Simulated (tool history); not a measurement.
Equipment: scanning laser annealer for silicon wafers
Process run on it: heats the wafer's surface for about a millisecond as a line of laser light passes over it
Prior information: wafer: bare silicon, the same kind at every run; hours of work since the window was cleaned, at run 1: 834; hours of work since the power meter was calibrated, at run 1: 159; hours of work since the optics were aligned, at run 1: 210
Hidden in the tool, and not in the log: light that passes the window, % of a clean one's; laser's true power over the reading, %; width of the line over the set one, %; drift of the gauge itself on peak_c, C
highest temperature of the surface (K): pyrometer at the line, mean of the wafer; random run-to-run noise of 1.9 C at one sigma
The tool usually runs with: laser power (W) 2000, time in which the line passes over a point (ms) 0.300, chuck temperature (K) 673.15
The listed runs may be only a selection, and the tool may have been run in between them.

run	hour	laser power (W)	time in which the line passes over a point (ms)	chuck temperature (K)	hours of work since the window was cleaned	hours of work since the power meter was calibrated	hours of work since the optics were aligned	highest temperature of the surface (K)
1	0.0	2000	0.300	673.15	834	159	210	1382.15
2	7.3	2000	0.300	673.15	837	162	213	1381.15
3	12.6	2000	0.300	673.15	840	164	216	1382.15
4	21.5	2000	0.300	639.15	844	168	220	1345.15
5	27.8	2000	0.300	639.15	846	171	222	1348.15
# hour 30.6: window over the wafer cleaned
6	37.1	2000	0.300	658.15	3	174	226	1335.15
7	43.2	1835	0.300	658.15	6	177	228	1271.15
8	48.2	2000	0.300	673.15	8	179	230	1349.15
9	53.6	2000	0.300	645.15	10	181	233	1324.15
10	60.5	2000	0.305	645.15	13	184	236	1326.15
# hour 70.4: window over the wafer cleaned, once more
11	70.6	2000	0.300	678.15	0	188	239	1437.15
12	80.3	2000	0.300	691.15	4	192	244	1449.15
13	89.8	2000	0.300	673.15	8	196	248	1434.15
14	97.6	2000	0.300	664.15	12	200	251	1421.15
15	107.3	2000	0.300	680.15	16	204	255	1434.15
16	111.6	2000	0.271	680.15	18	206	257	1403.15
17	120.0	2000	0.271	680.15	22	210	261	1404.15
18	125.7	2000	0.271	680.15	24	212	264	1404.15
19	134.7	2000	0.271	680.15	28	216	268	1402.15
20	143.7	2000	0.271	680.15	32	220	271	1403.15
21	149.3	2000	0.271	680.15	35	222	274	1403.15
22	155.6	2161	0.258	672.15	37	225	277	1445.15
23	164.7	2058	0.344	642.15	41	229	281	1470.15
24	170.1	2058	0.344	642.15	44	232	283	1469.15
25	175.7	2058	0.344	642.15	46	234	285	1474.15
26	184.0	1708	0.291	678.15	50	238	289	1299.15
27	191.3	1867	0.291	682.15	53	241	292	1369.15
28	198.9	1867	0.291	682.15	56	244	296	1369.15
29	207.6	2154	0.301	636.15	60	248	300	1458.15
30	216.0	1968	0.347	708.15	64	252	303	1492.15
31	225.4	1968	0.347	708.15	68	256	307	1495.15
32	234.1	1968	0.347	708.15	72	260	311	1496.15
33	242.5	1974	0.300	643.15	75	263	315	1384.15
34	251.9	1920	0.374	649.15	80	267	319	1438.15
35	257.2	2171	0.353	658.15	82	270	321	1547.15
36	266.3	2167	0.300	673.15	86	274	325	1498.15
37	273.9	2159	0.300	710.15	89	277	329	1527.15
38	280.0	2159	0.271	697.15	92	280	331	1480.15
39	288.6	2159	0.271	697.15	96	284	335	1481.15
40	293.8	2159	0.213	674.15	98	286	337	1376.15
41	301.9	2159	0.213	674.15	102	289	341	1378.15
42	306.3	2159	0.213	674.15	103	291	343	1378.15

Take each entry between the runs: how does the hidden state at the last listed run before it differ from the hidden state at the first listed run after it?
Runs 5 to 6: window over the wafer cleaned (hour 30.6)
  light that passes the window, % of a clean one's: 94.12 -> 90.48; width of the line over the set one, %: 0.84 -> 0.85
  measured result minus the result with no hidden state, highest temperature of the surface (K): -57.00 -> -89.00
Runs 10 to 11: window over the wafer cleaned, once more (hour 70.4)
  light that passes the window, % of a clean one's: 90.41 -> 99.92; width of the line over the set one, %: 0.89 -> 0.9
  measured result minus the result with no hidden state, highest temperature of the surface (K): -91.00 -> -6.00
